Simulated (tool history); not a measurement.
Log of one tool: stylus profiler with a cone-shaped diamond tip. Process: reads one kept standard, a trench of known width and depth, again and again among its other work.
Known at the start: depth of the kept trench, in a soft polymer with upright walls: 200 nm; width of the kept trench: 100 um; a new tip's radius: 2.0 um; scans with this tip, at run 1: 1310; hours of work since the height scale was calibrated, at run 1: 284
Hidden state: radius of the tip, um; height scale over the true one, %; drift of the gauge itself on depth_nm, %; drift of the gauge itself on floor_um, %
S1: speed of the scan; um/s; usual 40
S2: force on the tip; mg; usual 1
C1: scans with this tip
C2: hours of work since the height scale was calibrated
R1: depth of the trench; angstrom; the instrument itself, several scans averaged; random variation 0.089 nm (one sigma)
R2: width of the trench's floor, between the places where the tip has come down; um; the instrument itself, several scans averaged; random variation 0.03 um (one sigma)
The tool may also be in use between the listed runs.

run 1 hour=0 | S1=40 S2=1 | C1=1310 C2=284 | R1=2012.8 R2=97.8
run 2 hour=60.3 | S1=40 S2=1.63 | C1=1428 C2=309 | R1=2019.2 R2=97.96
run 3 hour=121.1 | S1=40 S2=1.63 | C1=1547 C2=335 | R1=2018.4 R2=97.9
run 4 hour=181.6 | S1=40 S2=1.63 | C1=1666 C2=361 | R1=2018.8 R2=97.93
run 5 hour=254.8 | S1=41 S2=1 | C1=1809 C2=392 | R1=2015 R2=97.86
run 6 hour=305.1 | S1=40 S2=1 | C1=1908 C2=413 | R1=2014.5 R2=97.85
run 7 hour=390.9 | S1=40 S2=1 | C1=2076 C2=450 | R1=2015.4 R2=97.84
run 8 hour=472.7 | S1=40 S2=2.56 | C1=2236 C2=485 | R1=2024.8 R2=97.97
run 9 hour=532.5 | S1=40 S2=2.56 | C1=2353 C2=510 | R1=2026 R2=98.04
run 10 hour=619.3 | S1=40 S2=2.56 | C1=2523 C2=547 | R1=2026.1 R2=97.93
run 11 hour=691.3 | S1=40 S2=2.56 | C1=2664 C2=577 | R1=2024.6 R2=97.95
run 12 hour=775.3 | S1=40 S2=2.56 | C1=2829 C2=613 | R1=2026 R2=98
run 13 hour=842.6 | S1=40 S2=2.56 | C1=2961 C2=642 | R1=2026 R2=97.95
run 14 hour=900.1 | S1=40 S2=2.56 | C1=3073 C2=666 | R1=2025.3 R2=97.92
run 15 hour=957.7 | S1=40 S2=2.56 | C1=3186 C2=690 | R1=2027.5 R2=97.93
run 16 hour=1043.9 | S1=40 S2=1 | C1=3355 C2=727 | R1=2015.8 R2=97.86
run 17 hour=1090.9 | S1=40 S2=0.52 | C1=3447 C2=747 | R1=2012.6 R2=97.72
run 18 hour=1140.8 | S1=40 S2=1.41 | C1=3545 C2=768 | R1=2019 R2=97.83
run 19 hour=1200.7 | S1=40 S2=1.4 | C1=3662 C2=794 | R1=2018 R2=97.9
run 20 hour=1237.8 | S1=40 S2=1.4 | C1=3735 C2=809 | R1=2020.1 R2=97.81
run 21 hour=1291.5 | S1=39 S2=2.1 | C1=3840 C2=832 | R1=2023.7 R2=97.89
run 22 hour=1335.5 | S1=113 S2=1.93 | C1=3926 C2=851 | R1=2023 R2=97.43
run 23 hour=1386.2 | S1=138 S2=0.52 | C1=4026 C2=872 | R1=2013.5 R2=96.48
run 24 hour=1455.7 | S1=38 S2=1.61 | C1=4162 C2=902 | R1=2021 R2=97.89
run 25 hour=1508.3 | S1=25 S2=0.53 | C1=4265 C2=924 | R1=2011.4 R2=97.86
run 26 hour=1568.3 | S1=50 S2=2.52 | C1=4382 C2=950 | R1=2025.2 R2=97.85
run 27 hour=1615.7 | S1=40 S2=1.34 | C1=4475 C2=970 | R1=2018.9 R2=97.85
run 28 hour=1697.2 | S1=14 S2=1.15 | C1=4635 C2=1004 | R1=2018.2 R2=97.99
run 29 hour=1784.2 | S1=14 S2=1.15 | C1=4805 C2=1041 | R1=2020.4 R2=98.03
run 30 hour=1853.5 | S1=16 S2=1.86 | C1=4941 C2=1071 | R1=2023.9 R2=98.01
run 31 hour=1917.7 | S1=16 S2=1.86 | C1=5067 C2=1098 | R1=2024.4 R2=98.01
run 32 hour=1992.1 | S1=16 S2=1.86 | C1=5212 C2=1130 | R1=2024.4 R2=97.99
run 33 hour=2045.3 | S1=117 S2=1.71 | C1=5317 C2=1152 | R1=2024.6 R2=97.42
run 34 hour=2127.6 | S1=117 S2=1.71 | C1=5478 C2=1187 | R1=2023.4 R2=97.33
run 35 hour=2200.1 | S1=54 S2=0.53 | C1=5620 C2=1218 | R1=2015 R2=97.47
run 36 hour=2252.1 | S1=54 S2=0.53 | C1=5722 C2=1240 | R1=2014.2 R2=97.44
run 37 hour=2308.1 | S1=100 S2=1.91 | C1=5831 C2=1264 | R1=2025.2 R2=97.46
run 38 hour=2383.4 | S1=100 S2=1.91 | C1=5979 C2=1296 | R1=2024.7 R2=97.48

Measured less the same run without the tool's hidden state. The same run-to-run variation is in both; the gauge's scatter may not be:
run=1 R1=+2.3 R2=-0.04
run=2 R1=+2.4 R2=-0.05
run=3 R1=+2.5 R2=-0.05
run=4 R1=+2.6 R2=-0.06
run=5 R1=+2.8 R2=-0.06
run=6 R1=+2.9 R2=-0.06
run=7 R1=+3 R2=-0.07
run=8 R1=+3.3 R2=-0.07
run=9 R1=+3.4 R2=-0.07
run=10 R1=+3.5 R2=-0.08
run=11 R1=+3.7 R2=-0.08
run=12 R1=+3.9 R2=-0.09
run=13 R1=+3.9 R2=-0.09
run=14 R1=+4.1 R2=-0.09
run=15 R1=+4.2 R2=-0.1
run=16 R1=+4.4 R2=-0.1
run=17 R1=+4.5 R2=-0.1
run=18 R1=+4.6 R2=-0.11
run=19 R1=+4.7 R2=-0.11
run=20 R1=+4.8 R2=-0.11
run=21 R1=+4.9 R2=-0.12
run=22 R1=+5 R2=-0.11
run=23 R1=+5.1 R2=-0.12
run=24 R1=+5.3 R2=-0.12
run=25 R1=+5.4 R2=-0.12
run=26 R1=+5.5 R2=-0.13
run=27 R1=+5.6 R2=-0.13
run=28 R1=+5.8 R2=-0.14
run=29 R1=+6 R2=-0.14
run=30 R1=+6.1 R2=-0.15
run=31 R1=+6.2 R2=-0.15
run=32 R1=+6.4 R2=-0.15
run=33 R1=+6.5 R2=-0.16
run=34 R1=+6.6 R2=-0.16
run=35 R1=+6.8 R2=-0.16
run=36 R1=+6.9 R2=-0.16
run=37 R1=+7 R2=-0.17
run=38 R1=+7.2 R2=-0.17

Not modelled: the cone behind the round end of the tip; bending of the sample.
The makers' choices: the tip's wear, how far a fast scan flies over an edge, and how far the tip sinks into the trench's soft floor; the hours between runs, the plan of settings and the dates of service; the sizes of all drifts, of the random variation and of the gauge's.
